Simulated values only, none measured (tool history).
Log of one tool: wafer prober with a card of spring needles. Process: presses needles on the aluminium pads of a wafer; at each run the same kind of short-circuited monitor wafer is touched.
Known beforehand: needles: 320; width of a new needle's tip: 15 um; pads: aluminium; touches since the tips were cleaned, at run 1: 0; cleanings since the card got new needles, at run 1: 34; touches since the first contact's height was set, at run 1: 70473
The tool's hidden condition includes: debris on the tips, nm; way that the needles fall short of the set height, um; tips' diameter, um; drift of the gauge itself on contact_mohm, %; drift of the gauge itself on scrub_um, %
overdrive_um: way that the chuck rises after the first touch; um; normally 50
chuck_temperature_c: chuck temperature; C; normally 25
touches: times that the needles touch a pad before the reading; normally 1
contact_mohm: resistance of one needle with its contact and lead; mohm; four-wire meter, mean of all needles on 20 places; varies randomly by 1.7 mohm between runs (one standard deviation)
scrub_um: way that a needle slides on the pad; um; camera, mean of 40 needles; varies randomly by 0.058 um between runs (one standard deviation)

| run | hour | overdrive_um | chuck_temperature_c | touches | touches since the tips were cleaned | cleanings since the card got new needles | touches since the first contact's height was set | contact_mohm | scrub_um |
|---|---|---|---|---|---|---|---|---|---|
| 1 | 0.0 | 50 | 25 | 1 | 0 | 34 | 70473 | 175 | 13.35 |
| 2 | 6.8 | 50 | 25 | 3 | 1503 | 34 | 71976 | 195 | 13.34 |
|  | 8.7 | tips cleaned on abrasive film |
| 3 | 12.7 | 50 | 25 | 1 | 870 | 35 | 73240 | 229 | 13.24 |
|  | 17.8 | tips cleaned on abrasive film |
| 4 | 22.4 | 50 | 25 | 1 | 1013 | 36 | 75359 | 238 | 13.24 |
|  | 27.0 | tips cleaned on abrasive film |
| 5 | 28.1 | 50 | 25 | 1 | 246 | 37 | 76578 | 198 | 13.17 |
|  | 36.3 | tips cleaned on abrasive film |
| 6 | 40.9 | 50 | 25 | 3 | 996 | 38 | 79365 | 193 | 13.25 |
|  | 45.5 | tips cleaned on abrasive film |
|  | 51.8 | height of the first contact set anew |
| 7 | 52.6 | 50 | 25 | 1 | 1481 | 39 | 159 | 251 | 13.78 |
|  | 55.0 | tips cleaned on abrasive film |
| 8 | 60.7 | 50 | 25 | 1 | 1245 | 40 | 1925 | 239 | 13.72 |
|  | 64.3 | tips cleaned on abrasive film |
|  | 72.9 | tips cleaned on abrasive film |
| 9 | 73.1 | 50 | 25 | 1 | 43 | 42 | 4608 | 174 | 13.71 |
|  | 81.7 | tips cleaned on abrasive film |
| 10 | 86.4 | 50 | 25 | 1 | 1036 | 43 | 7511 | 233 | 13.80 |
|  | 90.9 | tips cleaned on abrasive film |
|  | 99.8 | tips cleaned on abrasive film |
| 11 | 99.8 | 65 | 44 | 2 | 0 | 45 | 10397 | 167 | 17.79 |
|  | 109.3 | tips cleaned on abrasive film |
| 12 | 110.0 | 65 | 27 | 3 | 171 | 46 | 12631 | 167 | 17.89 |
|  | 118.8 | tips cleaned on abrasive film |
| 13 | 123.3 | 65 | 27 | 3 | 991 | 47 | 15518 | 180 | 17.73 |
|  | 127.4 | tips cleaned on abrasive film |
| 14 | 132.4 | 65 | 27 | 3 | 1105 | 48 | 17505 | 181 | 17.78 |
|  | 136.8 | tips cleaned on abrasive film |
| 15 | 140.9 | 52 | 74 | 1 | 902 | 49 | 19357 | 226 | 14.16 |
|  | 145.9 | tips cleaned on abrasive film |
| 16 | 148.1 | 50 | 46 | 1 | 482 | 50 | 20913 | 210 | 13.55 |
|  | 154.8 | tips cleaned on abrasive film |
| 17 | 161.5 | 42 | 37 | 2 | 1487 | 51 | 23834 | 241 | 11.37 |
|  | 163.8 | tips cleaned on abrasive film |
| 18 | 167.5 | 50 | 30 | 2 | 827 | 52 | 25134 | 199 | 13.53 |
|  | 173.2 | tips cleaned on abrasive film |
| 19 | 181.4 | 67 | 25 | 3 | 1803 | 53 | 28151 | 183 | 18.17 |
|  | 182.6 | tips cleaned on abrasive film |
| 20 | 189.3 | 67 | 25 | 3 | 1475 | 54 | 29879 | 184 | 18.30 |

Forecast each of these 3 alternatives for the next run:
|  | 191.8 | tips cleaned on abrasive film |
| A | 195.3 | 67 | 68 | 3 | 769 | 55 | 31174 | ? | ? |
|  | 191.8 | tips cleaned on abrasive film |
| B | 195.3 | 39 | 65 | 3 | 769 | 55 | 31174 | ? | ? |
|  | 191.8 | tips cleaned on abrasive film |
| C | 195.3 | 50 | 25 | 2 | 769 | 55 | 31174 | ? | ? |

| run | contact_mohm | scrub_um |
|---|---|---|
| A | 182 | 18.28 |
| B | 209 | 10.63 |
| C | 202 | 13.56 |
Without the tool's unlogged condition, the same runs would have read:
| run | contact_mohm | scrub_um |
|---|---|---|
| A | 170 | 18.50 |
| B | 176 | 10.84 |
| C | 166 | 13.78 |
